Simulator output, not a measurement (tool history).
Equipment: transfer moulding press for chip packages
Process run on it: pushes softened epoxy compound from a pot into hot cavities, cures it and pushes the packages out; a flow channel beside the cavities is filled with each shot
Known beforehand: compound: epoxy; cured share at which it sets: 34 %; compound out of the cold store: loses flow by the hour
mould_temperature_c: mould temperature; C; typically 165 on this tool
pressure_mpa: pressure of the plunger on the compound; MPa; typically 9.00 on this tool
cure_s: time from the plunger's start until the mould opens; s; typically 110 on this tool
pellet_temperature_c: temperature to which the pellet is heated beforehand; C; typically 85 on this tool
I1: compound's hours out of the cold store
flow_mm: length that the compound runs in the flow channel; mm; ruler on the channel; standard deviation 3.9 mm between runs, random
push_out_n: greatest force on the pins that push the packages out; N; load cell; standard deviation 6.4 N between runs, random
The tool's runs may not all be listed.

{"run": 1, "day": 0.0, "mould_temperature_c": 165, "pressure_mpa": 9.0, "cure_s": 110, "pellet_temperature_c": 85, "I1": 42.9, "flow_mm": 472, "push_out_n": 255}
{"run": 2, "day": 1.029, "mould_temperature_c": 165, "pressure_mpa": 9.0, "cure_s": 110, "pellet_temperature_c": 85, "I1": 13.8, "flow_mm": 545, "push_out_n": 325}
{"run": 3, "day": 1.9, "mould_temperature_c": 165, "pressure_mpa": 8.78, "cure_s": 110, "pellet_temperature_c": 85, "I1": 23.9, "flow_mm": 506, "push_out_n": 352}
{"run": 4, "day": 3.629, "mould_temperature_c": 165, "pressure_mpa": 9.0, "cure_s": 110, "pellet_temperature_c": 85, "I1": 19.6, "flow_mm": 549, "push_out_n": 408}
{"run": 5, "day": 4.771, "mould_temperature_c": 165, "pressure_mpa": 9.0, "cure_s": 109, "pellet_temperature_c": 85, "I1": 26.7, "flow_mm": 533, "push_out_n": 297}
{"run": 6, "day": 5.667, "mould_temperature_c": 160, "pressure_mpa": 9.0, "cure_s": 110, "pellet_temperature_c": 85, "I1": 26.5, "flow_mm": 533, "push_out_n": 451}
{"run": 7, "day": 7.45, "mould_temperature_c": 160, "pressure_mpa": 9.0, "cure_s": 110, "pellet_temperature_c": 85, "I1": 13.0, "flow_mm": 582, "push_out_n": 560}
{"run": 8, "day": 9.138, "mould_temperature_c": 165, "pressure_mpa": 9.0, "cure_s": 98, "pellet_temperature_c": 85, "I1": 43.4, "flow_mm": 473, "push_out_n": 344}
{"run": 9, "day": 9.992, "mould_temperature_c": 165, "pressure_mpa": 9.0, "cure_s": 98, "pellet_temperature_c": 85, "I1": 14.4, "flow_mm": 549, "push_out_n": 441}
{"run": 10, "day": 11.425, "mould_temperature_c": 165, "pressure_mpa": 9.0, "cure_s": 98, "pellet_temperature_c": 85, "I1": 40.0, "flow_mm": 472, "push_out_n": 449}
{"run": 11, "day": 12.9, "mould_temperature_c": 165, "pressure_mpa": 9.0, "cure_s": 98, "pellet_temperature_c": 85, "I1": 23.1, "flow_mm": 518, "push_out_n": 345}
{"run": 12, "day": 14.121, "mould_temperature_c": 165, "pressure_mpa": 9.0, "cure_s": 110, "pellet_temperature_c": 85, "I1": 24.1, "flow_mm": 538, "push_out_n": 353}
{"run": 13, "day": 15.154, "mould_temperature_c": 165, "pressure_mpa": 9.0, "cure_s": 110, "pellet_temperature_c": 85, "I1": 33.9, "flow_mm": 514, "push_out_n": 388}
{"run": 14, "day": 16.7, "mould_temperature_c": 165, "pressure_mpa": 9.0, "cure_s": 110, "pellet_temperature_c": 85, "I1": 25.7, "flow_mm": 530, "push_out_n": 257}
{"run": 15, "day": 17.888, "mould_temperature_c": 164, "pressure_mpa": 8.85, "cure_s": 128, "pellet_temperature_c": 85, "I1": 47.9, "flow_mm": 474, "push_out_n": 292}
{"run": 16, "day": 19.621, "mould_temperature_c": 161, "pressure_mpa": 9.0, "cure_s": 116, "pellet_temperature_c": 85, "I1": 18.1, "flow_mm": 558, "push_out_n": 443}
{"run": 17, "day": 20.846, "mould_temperature_c": 165, "pressure_mpa": 9.0, "cure_s": 110, "pellet_temperature_c": 83, "I1": 40.4, "flow_mm": 483, "push_out_n": 250}
{"run": 18, "day": 22.212, "mould_temperature_c": 158, "pressure_mpa": 9.0, "cure_s": 110, "pellet_temperature_c": 92, "I1": 37.3, "flow_mm": 505, "push_out_n": 459}
{"run": 19, "day": 23.104, "mould_temperature_c": 158, "pressure_mpa": 9.0, "cure_s": 110, "pellet_temperature_c": 92, "I1": 32.1, "flow_mm": 507, "push_out_n": 541}
{"run": 20, "day": 24.788, "mould_temperature_c": 162, "pressure_mpa": 8.22, "cure_s": 110, "pellet_temperature_c": 94, "I1": 8.6, "flow_mm": 547, "push_out_n": 478}
{"run": 21, "day": 25.754, "mould_temperature_c": 162, "pressure_mpa": 8.22, "cure_s": 110, "pellet_temperature_c": 94, "I1": 40.0, "flow_mm": 477, "push_out_n": 331}
{"run": 22, "day": 27.346, "mould_temperature_c": 162, "pressure_mpa": 8.22, "cure_s": 110, "pellet_temperature_c": 94, "I1": 23.9, "flow_mm": 517, "push_out_n": 430}
{"run": 23, "day": 28.95, "mould_temperature_c": 159, "pressure_mpa": 8.9, "cure_s": 110, "pellet_temperature_c": 76, "I1": 21.1, "flow_mm": 550, "push_out_n": 635}
{"run": 24, "day": 30.417, "mould_temperature_c": 159, "pressure_mpa": 8.61, "cure_s": 130, "pellet_temperature_c": 92, "I1": 34.4, "flow_mm": 507, "push_out_n": 356}
{"run": 25, "day": 31.467, "mould_temperature_c": 163, "pressure_mpa": 10.7, "cure_s": 98, "pellet_temperature_c": 85, "I1": 26.3, "flow_mm": 577, "push_out_n": 512}
{"run": 26, "day": 33.188, "mould_temperature_c": 163, "pressure_mpa": 8.57, "cure_s": 92, "pellet_temperature_c": 81, "I1": 44.1, "flow_mm": 460, "push_out_n": 609}
{"run": 27, "day": 34.854, "mould_temperature_c": 158, "pressure_mpa": 9.0, "cure_s": 129, "pellet_temperature_c": 80, "I1": 17.9, "flow_mm": 559, "push_out_n": 412}
{"run": 28, "day": 35.771, "mould_temperature_c": 158, "pressure_mpa": 9.0, "cure_s": 129, "pellet_temperature_c": 80, "I1": 18.5, "flow_mm": 547, "push_out_n": 443}

Not shown here: 12 entries made in the log between runs. Locate each between two listed runs and compare the hidden state at the listed run before it with the hidden state at the listed run after it:
Logged between run 3 and run 4: plunger's sealing rings changed (day 2.621)
  true mould temperature over the reading, C: 0.17 -> 0.14; pressure that reaches the compound, % of what is set: 90.09 -> 98.77; grip of the stained cavities, % over clean ones': 40.8 -> 59.5
  measured value less the no-hidden-state value, flow_mm: -27 -> -4 mm; push_out_n: +100 -> +150 N
Logged between run 4 and run 5: cavities cleaned with cleaning compound and waxed (day 4.196)
  true mould temperature over the reading, C: 0.14 -> 0.13; pressure that reaches the compound, % of what is set: 98.77 -> 97.77; grip of the stained cavities, % over clean ones': 59.5 -> 17.4
  measured value less the no-hidden-state value, flow_mm: -4 -> -6 mm; push_out_n: +150 -> +43 N
Logged between run 7 and run 8: cavities cleaned with cleaning compound and waxed (day 8.362)
  true mould temperature over the reading, C: 0.09 -> 0.06; pressure that reaches the compound, % of what is set: 95.39 -> 93.94; grip of the stained cavities, % over clean ones': 57.7 -> 21.9
  measured value less the no-hidden-state value, flow_mm: -14 -> -15 mm; push_out_n: +204 -> +61 N
Logged between run 10 and run 11: cavities cleaned with cleaning compound and waxed (day 12.471)
  true mould temperature over the reading, C: 0.03 -> 0.01; pressure that reaches the compound, % of what is set: 91.69 -> 90.49; grip of the stained cavities, % over clean ones': 55.5 -> 14.2
  measured value less the no-hidden-state value, flow_mm: -22 -> -27 mm; push_out_n: +159 -> +43 N
Logged between run 11 and run 12: plunger's sealing rings changed (day 13.975)
  true mould temperature over the reading, C: 0.01 -> -0.01; pressure that reaches the compound, % of what is set: 90.49 -> 99.82; grip of the stained cavities, % over clean ones': 14.2 -> 36.6
  measured value less the no-hidden-state value, flow_mm: -27 -> +0 mm; push_out_n: +43 -> +95 N
Logged between run 13 and run 14: cavities cleaned with cleaning compound and waxed (day 16.700)
  true mould temperature over the reading, C: -0.02 -> -0.05; pressure that reaches the compound, % of what is set: 99.01 -> 97.69; grip of the stained cavities, % over clean ones': 50.8 -> 0.7
  measured value less the no-hidden-state value, flow_mm: -3 -> -6 mm; push_out_n: +130 -> +3 N
Logged between run 16 and run 17: mould's thermocouples calibrated (day 20.662); cavities cleaned with cleaning compound and waxed (day 20.846)
  true mould temperature over the reading, C: -0.09 -> 0.21; pressure that reaches the compound, % of what is set: 94.93 -> 93.92; grip of the stained cavities, % over clean ones': 53.9 -> 0.8
  measured value less the no-hidden-state value, flow_mm: -14 -> -16 mm; push_out_n: +157 -> +0 N
Logged between run 20 and run 21: cavities cleaned with cleaning compound and waxed (day 24.992); plunger's sealing rings changed (day 25.479)
  true mould temperature over the reading, C: 0.15 -> 0.14; pressure that reaches the compound, % of what is set: 90.51 -> 99.28; grip of the stained cavities, % over clean ones': 62.2 -> 18.3
  measured value less the no-hidden-state value, flow_mm: -28 -> -2 mm; push_out_n: +182 -> +50 N
Logged between run 23 and run 24: cavities cleaned with cleaning compound and waxed (day 29.192)
  true mould temperature over the reading, C: 0.1 -> 0.07; pressure that reaches the compound, % of what is set: 96.52 -> 95.29; grip of the stained cavities, % over clean ones': 61.8 -> 30.1
  measured value less the no-hidden-state value, flow_mm: -10 -> -12 mm; push_out_n: +238 -> +81 N
Logged between run 26 and run 27: cavities cleaned with cleaning compound and waxed (day 33.333)
  true mould temperature over the reading, C: 0.03 -> 0.01; pressure that reaches the compound, % of what is set: 92.68 -> 91.33; grip of the stained cavities, % over clean ones': 63.4 -> 35.7
  measured value less the no-hidden-state value, flow_mm: -18 -> -26 mm; push_out_n: +234 -> +106 N
